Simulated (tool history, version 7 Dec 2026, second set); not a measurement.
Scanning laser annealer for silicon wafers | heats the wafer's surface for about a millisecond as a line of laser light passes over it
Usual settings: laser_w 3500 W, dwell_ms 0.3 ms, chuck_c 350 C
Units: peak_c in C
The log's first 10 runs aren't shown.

run   hour  laser_w  dwell_ms  chuck_c  peak_c
 11  338.2     3500       0.3      350    1081
 12  367.9     3500       0.3      387    1117
 13  402.7     3500       0.3      387    1116
 14  440.8     3500       0.3      387    1117
 15  464.6     3500       0.3      387    1115
 16  494.7     3500       0.3      387    1113
 17  524.3     3500       0.3      387    1112
 18  561.1     3535       0.3      350    1079
 19  582.7     3535       0.3      372    1100

Run 20 comes next. What will it give?
 20  619.8     3113     0.241      345       ?

peak_c: 914 C
Without the tool's hidden state the same run would have given peak_c 924 C.

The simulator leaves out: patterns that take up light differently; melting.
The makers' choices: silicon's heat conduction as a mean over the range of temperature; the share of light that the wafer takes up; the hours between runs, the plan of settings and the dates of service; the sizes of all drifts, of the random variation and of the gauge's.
